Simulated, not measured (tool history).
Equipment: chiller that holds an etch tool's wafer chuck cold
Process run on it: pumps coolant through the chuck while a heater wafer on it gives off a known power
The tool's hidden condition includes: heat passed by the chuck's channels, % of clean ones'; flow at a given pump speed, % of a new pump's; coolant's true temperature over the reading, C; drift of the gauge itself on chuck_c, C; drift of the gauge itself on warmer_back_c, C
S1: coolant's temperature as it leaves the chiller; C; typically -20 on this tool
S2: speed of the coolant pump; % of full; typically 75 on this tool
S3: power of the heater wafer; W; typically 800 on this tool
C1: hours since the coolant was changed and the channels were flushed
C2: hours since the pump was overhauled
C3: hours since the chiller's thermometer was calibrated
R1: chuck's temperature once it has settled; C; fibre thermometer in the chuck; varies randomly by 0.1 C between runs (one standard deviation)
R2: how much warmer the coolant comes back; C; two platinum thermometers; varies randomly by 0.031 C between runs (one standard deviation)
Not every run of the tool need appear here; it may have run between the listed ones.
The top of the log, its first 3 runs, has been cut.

Run 4, hour 154.2: usual settings but S1 -11 C; C1 4798; C2 1523; C3 3583. Result: R1 -1.5 C, R2 2.82 C.
Run 5, hour 221.3: usual settings but S1 -12 C; C1 4865; C2 1590; C3 3650. Result: R1 -2.4 C, R2 2.8 C.
Run 6, hour 282.7: usual settings but S1 -12 C; C1 4926; C2 1651; C3 3712. Result: R1 -2.4 C, R2 2.75 C.
Run 7, hour 354.9: usual settings but S1 -12 C; C1 4998; C2 1723; C3 3784. Result: R1 -2.5 C, R2 2.81 C.
Run 8, hour 406: usual settings but S3 693 W; C1 5049; C2 1774; C3 3835. Result: R1 -11.8 C, R2 2.47 C.
Run 9, hour 489.4: usual settings but S3 693 W; C1 5133; C2 1858; C3 3918. Result: R1 -11.8 C, R2 2.43 C.
Run 10, hour 554.2: usual settings; C1 5198; C2 1923; C3 3983. Result: R1 -10.4 C, R2 2.83 C.
Run 11, hour 609.5: usual settings but S1 -26 C; C1 5253; C2 1978; C3 4039. Result: R1 -16.4 C, R2 2.81 C.
Run 12, hour 666.6: usual settings but S1 -26 C; C1 5310; C2 2035; C3 4096. Result: R1 -16.4 C, R2 2.8 C.
Run 13, hour 733.9: usual settings but S3 1070 W; C1 5377; C2 2102; C3 4163. Result: R1 -7 C, R2 3.8 C.
Run 14, hour 777: usual settings but S1 -30 C; C1 5420; C2 2145; C3 4206. Result: R1 -20.3 C, R2 2.81 C.
Run 15, hour 835.7: usual settings but S1 -30 C; C1 5479; C2 2204; C3 4265. Result: R1 -20.5 C, R2 2.82 C.
Run 16, hour 889.2: usual settings but S1 -24 C; C1 5533; C2 2258; C3 4318. Result: R1 -14.5 C, R2 2.82 C.
Run 17, hour 984.9: usual settings but S1 -26 C, S3 831 W; C1 5628; C2 2353; C3 4414. Result: R1 -16 C, R2 2.91 C.
Run 18, hour 1034: usual settings but S1 -28 C, S2 99 % of full, S3 716 W; C1 5677; C2 2402; C3 4463. Result: R1 -21.3 C, R2 1.93 C.

Predict the results of run 19:
Run 19, hour 1077.4: usual settings but S1 -28 C, S2 63 % of full, S3 716 W; C1 5721; C2 2446; C3 4506. Result: R1 ?, R2 ?.

Run 19 produced R1 -18.1 C, R2 3.1 C.
If the tool had no hidden condition, the same run with the same run-to-run variation would have returned R1 -18.9 C, R2 3.04 C.

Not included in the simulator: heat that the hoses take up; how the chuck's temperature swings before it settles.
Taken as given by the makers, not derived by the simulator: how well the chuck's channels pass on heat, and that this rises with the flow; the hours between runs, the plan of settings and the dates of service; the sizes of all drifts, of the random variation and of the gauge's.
